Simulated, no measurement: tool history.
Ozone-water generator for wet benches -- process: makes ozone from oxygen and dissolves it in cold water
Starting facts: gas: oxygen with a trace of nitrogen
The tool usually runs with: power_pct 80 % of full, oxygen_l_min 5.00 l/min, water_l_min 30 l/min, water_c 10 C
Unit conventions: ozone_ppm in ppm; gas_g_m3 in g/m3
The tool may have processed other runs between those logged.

Run 1, hour 0.0: usual settings. Result: ozone_ppm 18.6 ppm, gas_g_m3 284.4 g/m3.
Run 2, hour 91.1: usual settings. Result: ozone_ppm 18.5 ppm, gas_g_m3 280.7 g/m3.
Run 3, hour 170.0: usual settings. Result: ozone_ppm 18.4 ppm, gas_g_m3 281.9 g/m3.
Run 4, hour 271.9: usual settings but oxygen_l_min 5.60 l/min. Result: ozone_ppm 19.5 ppm, gas_g_m3 272.2 g/m3.
Run 5, hour 363.3: usual settings but oxygen_l_min 5.60 l/min. Result: ozone_ppm 19.1 ppm, gas_g_m3 271.8 g/m3.
Run 6, hour 428.9: usual settings but oxygen_l_min 5.60 l/min. Result: ozone_ppm 19.3 ppm, gas_g_m3 269.9 g/m3.
Run 7, hour 519.7: usual settings but oxygen_l_min 5.60 l/min. Result: ozone_ppm 19.3 ppm, gas_g_m3 271.6 g/m3.
Run 8, hour 597.0: usual settings but oxygen_l_min 5.60 l/min. Result: ozone_ppm 19.1 ppm, gas_g_m3 269.8 g/m3.
Run 9, hour 665.6: usual settings but power_pct 67 % of full, oxygen_l_min 5.60 l/min, water_l_min 34 l/min, water_c 11 C. Result: ozone_ppm 15.0 ppm, gas_g_m3 249.1 g/m3.
Run 10, hour 748.8: usual settings but power_pct 86 % of full, oxygen_l_min 2.85 l/min, water_l_min 33 l/min, water_c 6 C. Result: ozone_ppm 13.6 ppm, gas_g_m3 351.1 g/m3.
Run 11, hour 812.1: usual settings but water_l_min 26 l/min, water_c 12 C. Result: ozone_ppm 21.2 ppm, gas_g_m3 282.5 g/m3.

4 ways to go on from here, each from the tool as it stands after run 11. What would each give?
Run A, hour 910.9: usual settings but water_l_min 36 l/min, water_c 8 C. Result: ozone_ppm ?, gas_g_m3 ?.
Run B, hour 910.9: usual settings but water_l_min 42 l/min, water_c 12 C. Result: ozone_ppm ?, gas_g_m3 ?.
Run C, hour 910.9: usual settings but oxygen_l_min 4.38 l/min, water_c 14 C. Result: ozone_ppm ?, gas_g_m3 ?.
Run D, hour 910.9: usual settings but water_l_min 26 l/min, water_c 12 C. Result: ozone_ppm ?, gas_g_m3 ?.

run  ozone_ppm  gas_g_m3
  A       15.1     279.4
  B       12.0     279.5
  C       16.8     293.7
  D       21.2     277.6
Without the tool's unlogged condition, the same runs would have read:
run  ozone_ppm  gas_g_m3
  A       15.6     280.4
  B       12.5     280.4
  C       17.4     294.7
  D       21.9     278.5

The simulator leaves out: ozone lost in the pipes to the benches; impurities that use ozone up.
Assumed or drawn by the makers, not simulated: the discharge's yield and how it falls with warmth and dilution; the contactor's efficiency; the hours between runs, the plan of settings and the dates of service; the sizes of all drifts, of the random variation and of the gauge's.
